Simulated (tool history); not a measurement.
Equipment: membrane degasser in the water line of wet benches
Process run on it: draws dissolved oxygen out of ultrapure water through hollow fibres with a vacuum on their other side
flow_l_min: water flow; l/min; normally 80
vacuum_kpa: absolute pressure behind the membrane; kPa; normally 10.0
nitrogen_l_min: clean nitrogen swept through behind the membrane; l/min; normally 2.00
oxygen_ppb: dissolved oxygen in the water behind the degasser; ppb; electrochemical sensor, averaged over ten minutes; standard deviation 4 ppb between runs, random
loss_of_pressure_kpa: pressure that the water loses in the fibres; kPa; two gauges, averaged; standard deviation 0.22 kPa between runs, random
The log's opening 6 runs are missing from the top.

run,hour,flow_l_min,vacuum_kpa,nitrogen_l_min,oxygen_ppb,loss_of_pressure_kpa
7,959.8,80,10.0,4.38,345.7,55.12
8,1141.1,80,10.0,2.00,578.1,54.83
9,1342.2,80,10.0,2.00,595.1,55.29
10,1512.1,80,8.2,2.00,453.1,54.42
11,1681.8,80,10.0,2.00,571.0,55.38
12,1880.4,80,10.0,2.00,583.0,55.62
13,2061.4,80,10.0,2.00,590.9,56.00
14,2171.4,80,10.0,2.00,589.3,55.81
15,2269.5,75,10.0,2.00,547.3,52.30
16,2417.9,75,10.0,2.00,552.3,52.70
# hour 2486.0: gauge calibrated
17,2560.1,75,10.0,2.00,542.3,51.22
18,2676.3,80,10.2,3.86,384.5,54.72
19,2855.6,53,18.1,1.55,960.1,36.21
# hour 2899.3: seals of the vacuum lines changed
20,3031.1,66,14.4,2.06,740.3,45.13
21,3168.4,66,13.9,2.06,700.5,45.48
22,3319.3,66,10.8,2.71,419.1,45.54
23,3482.9,62,8.5,1.33,482.1,42.73
24,3664.8,62,8.5,1.33,483.7,42.82
25,3782.4,87,7.4,2.00,438.8,60.10
26,3945.2,81,7.4,2.00,403.1,56.10
27,4082.2,81,7.4,2.00,403.9,56.22

Predict the results of run 28:
28,4278.3,80,22.7,1.73,?,?

oxygen_ppb: 1548.6 ppb
loss_of_pressure_kpa: 55.42 kPa
On a tool with no hidden condition, and with the same random variation, this run would have come out at oxygen_ppb 1548.3 ppb, loss_of_pressure_kpa 54.30 kPa.

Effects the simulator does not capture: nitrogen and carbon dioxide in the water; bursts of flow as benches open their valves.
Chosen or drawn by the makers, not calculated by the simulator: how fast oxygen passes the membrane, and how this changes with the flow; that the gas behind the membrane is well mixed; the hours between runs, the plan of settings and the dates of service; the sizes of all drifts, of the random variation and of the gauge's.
